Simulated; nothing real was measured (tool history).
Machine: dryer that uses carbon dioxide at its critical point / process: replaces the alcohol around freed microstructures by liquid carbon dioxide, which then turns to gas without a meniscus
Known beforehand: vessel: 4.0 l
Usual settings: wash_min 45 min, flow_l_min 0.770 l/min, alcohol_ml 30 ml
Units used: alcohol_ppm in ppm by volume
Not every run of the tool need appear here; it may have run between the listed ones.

run 1 hour=0.0 | wash_min=45 flow_l_min=0.770 alcohol_ml=30 | alcohol_ppm=18
run 2 hour=9.4 | wash_min=45 flow_l_min=0.770 alcohol_ml=30 | alcohol_ppm=17
run 3 hour=16.3 | wash_min=45 flow_l_min=0.770 alcohol_ml=30 | alcohol_ppm=20
run 4 hour=20.7 | wash_min=45 flow_l_min=0.770 alcohol_ml=30 | alcohol_ppm=18
run 5 hour=26.0 | wash_min=45 flow_l_min=0.770 alcohol_ml=30 | alcohol_ppm=26
run 6 hour=36.0 | wash_min=45 flow_l_min=0.770 alcohol_ml=29 | alcohol_ppm=21
run 7 hour=41.6 | wash_min=45 flow_l_min=0.770 alcohol_ml=29 | alcohol_ppm=19
run 8 hour=47.7 | wash_min=45 flow_l_min=0.770 alcohol_ml=30 | alcohol_ppm=25
run 9 hour=52.6 | wash_min=45 flow_l_min=0.770 alcohol_ml=30 | alcohol_ppm=21
run 10 hour=57.7 | wash_min=45 flow_l_min=0.770 alcohol_ml=20 | alcohol_ppm=20
run 11 hour=63.0 | wash_min=45 flow_l_min=0.770 alcohol_ml=20 | alcohol_ppm=15
run 12 hour=70.3 | wash_min=45 flow_l_min=0.770 alcohol_ml=20 | alcohol_ppm=16
run 13 hour=74.6 | wash_min=45 flow_l_min=0.770 alcohol_ml=20 | alcohol_ppm=22
run 14 hour=79.2 | wash_min=45 flow_l_min=0.770 alcohol_ml=30 | alcohol_ppm=22
run 15 hour=84.2 | wash_min=45 flow_l_min=0.770 alcohol_ml=30 | alcohol_ppm=8
run 16 hour=93.5 | wash_min=45 flow_l_min=0.770 alcohol_ml=30 | alcohol_ppm=22
run 17 hour=100.4 | wash_min=45 flow_l_min=0.770 alcohol_ml=30 | alcohol_ppm=29
run 18 hour=106.1 | wash_min=45 flow_l_min=0.770 alcohol_ml=30 | alcohol_ppm=20
run 19 hour=115.6 | wash_min=45 flow_l_min=0.770 alcohol_ml=30 | alcohol_ppm=18
run 20 hour=121.5 | wash_min=45 flow_l_min=0.770 alcohol_ml=30 | alcohol_ppm=23
run 21 hour=129.0 | wash_min=45 flow_l_min=0.757 alcohol_ml=30 | alcohol_ppm=26
run 22 hour=133.8 | wash_min=45 flow_l_min=0.722 alcohol_ml=30 | alcohol_ppm=32
run 23 hour=141.2 | wash_min=45 flow_l_min=0.722 alcohol_ml=30 | alcohol_ppm=33
run 24 hour=151.1 | wash_min=45 flow_l_min=0.722 alcohol_ml=30 | alcohol_ppm=25
run 25 hour=157.6 | wash_min=52 flow_l_min=0.928 alcohol_ml=71 | alcohol_ppm=18
run 26 hour=167.3 | wash_min=68 flow_l_min=0.472 alcohol_ml=30 | alcohol_ppm=29
run 27 hour=174.6 | wash_min=59 flow_l_min=0.474 alcohol_ml=87 | alcohol_ppm=91
run 28 hour=180.2 | wash_min=66 flow_l_min=0.485 alcohol_ml=61 | alcohol_ppm=45
run 29 hour=184.7 | wash_min=66 flow_l_min=0.485 alcohol_ml=61 | alcohol_ppm=45
run 30 hour=194.6 | wash_min=41 flow_l_min=0.868 alcohol_ml=61 | alcohol_ppm=32
run 31 hour=202.8 | wash_min=57 flow_l_min=1.117 alcohol_ml=24 | alcohol_ppm=18
run 32 hour=207.1 | wash_min=57 flow_l_min=1.117 alcohol_ml=24 | alcohol_ppm=19
run 33 hour=213.5 | wash_min=37 flow_l_min=0.621 alcohol_ml=21 | alcohol_ppm=72
run 34 hour=220.4 | wash_min=42 flow_l_min=0.770 alcohol_ml=56 | alcohol_ppm=44
run 35 hour=229.8 | wash_min=42 flow_l_min=0.825 alcohol_ml=48 | alcohol_ppm=40
run 36 hour=234.6 | wash_min=51 flow_l_min=0.544 alcohol_ml=29 | alcohol_ppm=52
run 37 hour=242.9 | wash_min=57 flow_l_min=0.871 alcohol_ml=43 | alcohol_ppm=23
run 38 hour=247.4 | wash_min=44 flow_l_min=0.770 alcohol_ml=98 | alcohol_ppm=51
run 39 hour=252.8 | wash_min=66 flow_l_min=0.770 alcohol_ml=30 | alcohol_ppm=29
run 40 hour=261.4 | wash_min=66 flow_l_min=0.777 alcohol_ml=117 | alcohol_ppm=31
run 41 hour=266.6 | wash_min=66 flow_l_min=0.777 alcohol_ml=117 | alcohol_ppm=28
run 42 hour=271.2 | wash_min=47 flow_l_min=0.847 alcohol_ml=51 | alcohol_ppm=26
run 43 hour=279.0 | wash_min=45 flow_l_min=0.886 alcohol_ml=20 | alcohol_ppm=26
run 44 hour=287.3 | wash_min=29 flow_l_min=1.138 alcohol_ml=36 | alcohol_ppm=28
run 45 hour=295.2 | wash_min=29 flow_l_min=0.681 alcohol_ml=100 | alcohol_ppm=460
run 46 hour=301.5 | wash_min=45 flow_l_min=0.658 alcohol_ml=101 | alcohol_ppm=90
run 47 hour=306.7 | wash_min=40 flow_l_min=0.498 alcohol_ml=35 | alcohol_ppm=164
run 48 hour=311.9 | wash_min=38 flow_l_min=0.907 alcohol_ml=95 | alcohol_ppm=51

Forecast each of these 3 alternatives for the next run:
run A hour=320.1 | wash_min=44 flow_l_min=0.907 alcohol_ml=95 | alcohol_ppm=?
run B hour=320.1 | wash_min=45 flow_l_min=0.822 alcohol_ml=50 | alcohol_ppm=?
run C hour=320.1 | wash_min=48 flow_l_min=0.534 alcohol_ml=95 | alcohol_ppm=?

run=A alcohol_ppm=38
run=B alcohol_ppm=41
run=C alcohol_ppm=156
Without the tool's unlogged condition, the same runs would have read:
run=A alcohol_ppm=12
run=B alcohol_ppm=14
run=C alcohol_ppm=111
